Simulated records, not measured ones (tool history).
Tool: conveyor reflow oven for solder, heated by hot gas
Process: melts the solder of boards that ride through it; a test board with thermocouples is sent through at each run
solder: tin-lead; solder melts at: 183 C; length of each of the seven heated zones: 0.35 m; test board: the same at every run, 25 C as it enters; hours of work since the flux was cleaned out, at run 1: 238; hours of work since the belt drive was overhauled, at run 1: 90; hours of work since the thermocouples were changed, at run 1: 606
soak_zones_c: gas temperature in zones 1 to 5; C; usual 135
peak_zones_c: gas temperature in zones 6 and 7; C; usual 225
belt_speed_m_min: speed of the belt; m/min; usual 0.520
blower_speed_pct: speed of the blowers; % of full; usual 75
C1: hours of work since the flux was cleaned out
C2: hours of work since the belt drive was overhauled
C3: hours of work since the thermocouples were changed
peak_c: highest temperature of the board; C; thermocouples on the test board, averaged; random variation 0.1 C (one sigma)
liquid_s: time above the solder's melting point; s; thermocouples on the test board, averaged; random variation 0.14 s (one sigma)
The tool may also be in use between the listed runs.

run 1 day=0.000 | soak_zones_c=135 peak_zones_c=225 belt_speed_m_min=0.520 blower_speed_pct=75 | C1=238 C2=90 C3=606 | peak_c=207.9 liquid_s=49.9
-- day=1.700 thermocouples of zones 6 and 7 changed
run 2 day=2.483 | soak_zones_c=135 peak_zones_c=225 belt_speed_m_min=0.520 blower_speed_pct=75 | C1=276 C2=128 C3=12 | peak_c=206.9 liquid_s=48.8
run 3 day=5.588 | soak_zones_c=135 peak_zones_c=225 belt_speed_m_min=0.520 blower_speed_pct=75 | C1=324 C2=176 C3=61 | peak_c=206.4 liquid_s=48.4
run 4 day=8.333 | soak_zones_c=135 peak_zones_c=225 belt_speed_m_min=0.520 blower_speed_pct=75 | C1=367 C2=219 C3=103 | peak_c=206.4 liquid_s=48.3
run 5 day=10.117 | soak_zones_c=135 peak_zones_c=225 belt_speed_m_min=0.520 blower_speed_pct=75 | C1=395 C2=247 C3=131 | peak_c=206.3 liquid_s=48.1
-- day=10.650 flux residue cleaned out of gas plates and filters
run 6 day=13.508 | soak_zones_c=135 peak_zones_c=225 belt_speed_m_min=0.520 blower_speed_pct=75 | C1=45 C2=296 C3=181 | peak_c=209.3 liquid_s=52.1
run 7 day=15.504 | soak_zones_c=135 peak_zones_c=225 belt_speed_m_min=0.520 blower_speed_pct=75 | C1=76 C2=328 C3=212 | peak_c=209.0 liquid_s=52.0
run 8 day=18.067 | soak_zones_c=135 peak_zones_c=225 belt_speed_m_min=0.520 blower_speed_pct=75 | C1=116 C2=367 C3=252 | peak_c=208.8 liquid_s=52.2
run 9 day=20.846 | soak_zones_c=135 peak_zones_c=225 belt_speed_m_min=0.520 blower_speed_pct=75 | C1=159 C2=411 C3=295 | peak_c=208.7 liquid_s=51.8
run 10 day=22.675 | soak_zones_c=135 peak_zones_c=225 belt_speed_m_min=0.520 blower_speed_pct=75 | C1=188 C2=439 C3=324 | peak_c=208.5 liquid_s=51.5
run 11 day=25.175 | soak_zones_c=135 peak_zones_c=225 belt_speed_m_min=0.520 blower_speed_pct=75 | C1=227 C2=478 C3=363 | peak_c=208.4 liquid_s=51.4
run 12 day=28.492 | soak_zones_c=135 peak_zones_c=225 belt_speed_m_min=0.520 blower_speed_pct=75 | C1=278 C2=530 C3=415 | peak_c=208.2 liquid_s=51.1
run 13 day=31.238 | soak_zones_c=135 peak_zones_c=225 belt_speed_m_min=0.520 blower_speed_pct=75 | C1=321 C2=573 C3=457 | peak_c=208.0 liquid_s=51.0
run 14 day=35.021 | soak_zones_c=135 peak_zones_c=237 belt_speed_m_min=0.520 blower_speed_pct=75 | C1=380 C2=632 C3=516 | peak_c=218.0 liquid_s=60.2
-- day=36.325 flux residue cleaned out of gas plates and filters
run 15 day=37.521 | soak_zones_c=135 peak_zones_c=237 belt_speed_m_min=0.520 blower_speed_pct=75 | C1=19 C2=668 C3=552 | peak_c=220.5 liquid_s=63.2
run 16 day=41.150 | soak_zones_c=135 peak_zones_c=222 belt_speed_m_min=0.520 blower_speed_pct=75 | C1=75 C2=724 C3=609 | peak_c=207.3 liquid_s=50.9
-- day=42.712 thermocouples of zones 6 and 7 changed
run 17 day=44.912 | soak_zones_c=127 peak_zones_c=219 belt_speed_m_min=0.604 blower_speed_pct=51 | C1=133 C2=782 C3=34 | peak_c=190.4 liquid_s=15.9
run 18 day=47.138 | soak_zones_c=139 peak_zones_c=222 belt_speed_m_min=0.551 blower_speed_pct=75 | C1=167 C2=816 C3=69 | peak_c=205.2 liquid_s=46.4
run 19 day=49.904 | soak_zones_c=126 peak_zones_c=238 belt_speed_m_min=0.524 blower_speed_pct=63 | C1=210 C2=859 C3=112 | peak_c=214.6 liquid_s=53.8
run 20 day=53.438 | soak_zones_c=139 peak_zones_c=215 belt_speed_m_min=0.518 blower_speed_pct=62 | C1=266 C2=915 C3=167 | peak_c=198.4 liquid_s=39.6
run 21 day=55.533 | soak_zones_c=130 peak_zones_c=215 belt_speed_m_min=0.518 blower_speed_pct=69 | C1=298 C2=947 C3=200 | peak_c=197.7 liquid_s=36.1
run 22 day=58.921 | soak_zones_c=130 peak_zones_c=215 belt_speed_m_min=0.518 blower_speed_pct=69 | C1=351 C2=1000 C3=253 | peak_c=197.7 liquid_s=35.7
-- day=61.996 flux residue cleaned out of gas plates and filters
run 23 day=61.996 | soak_zones_c=130 peak_zones_c=215 belt_speed_m_min=0.518 blower_speed_pct=69 | C1=0 C2=1045 C3=298 | peak_c=199.8 liquid_s=40.1
run 24 day=63.583 | soak_zones_c=126 peak_zones_c=238 belt_speed_m_min=0.520 blower_speed_pct=75 | C1=25 C2=1070 C3=322 | peak_c=220.0 liquid_s=60.1
run 25 day=67.017 | soak_zones_c=138 peak_zones_c=223 belt_speed_m_min=0.462 blower_speed_pct=81 | C1=78 C2=1123 C3=376 | peak_c=212.9 liquid_s=67.6
run 26 day=70.496 | soak_zones_c=139 peak_zones_c=235 belt_speed_m_min=0.598 blower_speed_pct=86 | C1=133 C2=1177 C3=430 | peak_c=216.7 liquid_s=53.6

Run 27 comes next. What will it give?
run 27 day=72.550 | soak_zones_c=139 peak_zones_c=237 belt_speed_m_min=0.598 blower_speed_pct=86 | C1=165 C2=1209 C3=462 | peak_c=? liquid_s=?

Run 27 gave peak_c 218.1 C, liquid_s 55.0 s.
Without the tool's hidden state the same run would have given peak_c 217.3 C, liquid_s 52.7 s.
